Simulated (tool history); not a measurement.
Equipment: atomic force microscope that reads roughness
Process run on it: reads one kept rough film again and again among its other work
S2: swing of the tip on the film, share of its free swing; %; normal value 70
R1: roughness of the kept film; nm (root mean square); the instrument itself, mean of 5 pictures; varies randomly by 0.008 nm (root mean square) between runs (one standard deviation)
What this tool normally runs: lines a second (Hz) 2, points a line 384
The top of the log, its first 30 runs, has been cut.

{"run": 31, "hour": 579.8, "lines a second (Hz)": 0.83, "S2": 75, "points a line": 384, "R1": 1.829}
{"hour": 598.0, "done": "new tip fitted"}
{"run": 32, "hour": 598.3, "lines a second (Hz)": 3.72, "S2": 72, "points a line": 393, "R1": 1.546}
{"run": 33, "hour": 618.2, "lines a second (Hz)": 2.39, "S2": 68, "points a line": 384, "R1": 1.713}
{"run": 34, "hour": 641.1, "lines a second (Hz)": 2, "S2": 68, "points a line": 667, "R1": 1.76}
{"hour": 647.4, "done": "new tip fitted"}
{"run": 35, "hour": 668.2, "lines a second (Hz)": 0.69, "S2": 78, "points a line": 667, "R1": 1.831}
{"run": 36, "hour": 690.0, "lines a second (Hz)": 0.51, "S2": 72, "points a line": 364, "R1": 1.891}
{"hour": 695.9, "done": "new tip fitted"}
{"run": 37, "hour": 703.7, "lines a second (Hz)": 0.51, "S2": 72, "points a line": 364, "R1": 1.871}
{"run": 38, "hour": 715.2, "lines a second (Hz)": 2, "S2": 73, "points a line": 756, "R1": 1.708}
{"run": 39, "hour": 736.8, "lines a second (Hz)": 2, "S2": 68, "points a line": 487, "R1": 1.761}
{"hour": 745.7, "done": "new tip fitted"}
{"run": 40, "hour": 760.7, "lines a second (Hz)": 2, "S2": 68, "points a line": 487, "R1": 1.757}
{"run": 41, "hour": 774.4, "lines a second (Hz)": 2.19, "S2": 70, "points a line": 384, "R1": 1.71}
{"run": 42, "hour": 789.2, "lines a second (Hz)": 2.19, "S2": 56, "points a line": 444, "R1": 1.834}
{"hour": 794.2, "done": "new tip fitted"}
{"run": 43, "hour": 805.9, "lines a second (Hz)": 2, "S2": 70, "points a line": 646, "R1": 1.746}
{"run": 44, "hour": 819.8, "lines a second (Hz)": 2, "S2": 85, "points a line": 577, "R1": 1.544}
{"run": 45, "hour": 835.0, "lines a second (Hz)": 0.89, "S2": 79, "points a line": 577, "R1": 1.798}
{"hour": 842.6, "done": "new tip fitted"}
{"run": 46, "hour": 847.1, "lines a second (Hz)": 0.89, "S2": 57, "points a line": 577, "R1": 1.91}
{"run": 47, "hour": 872.8, "lines a second (Hz)": 0.81, "S2": 64, "points a line": 396, "R1": 1.883}

Below are 4 alternative next runs, each starting from the tool's condition after run 47. Predict each:
{"run": "A", "hour": 889.0, "lines a second (Hz)": 0.81, "S2": 64, "points a line": 264, "R1": "?"}
{"run": "B", "hour": 889.0, "lines a second (Hz)": 2, "S2": 70, "points a line": 519, "R1": "?"}
{"run": "C", "hour": 889.0, "lines a second (Hz)": 3.3, "S2": 67, "points a line": 396, "R1": "?"}
{"run": "D", "hour": 889.0, "lines a second (Hz)": 0.91, "S2": 64, "points a line": 403, "R1": "?"}

run=A R1=1.872
run=B R1=1.736
run=C R1=1.685
run=D R1=1.885
Stripped of hidden state, with their random variation kept, the same runs would have yielded:
run=A R1=1.881
run=B R1=1.744
run=C R1=1.693
run=D R1=1.894

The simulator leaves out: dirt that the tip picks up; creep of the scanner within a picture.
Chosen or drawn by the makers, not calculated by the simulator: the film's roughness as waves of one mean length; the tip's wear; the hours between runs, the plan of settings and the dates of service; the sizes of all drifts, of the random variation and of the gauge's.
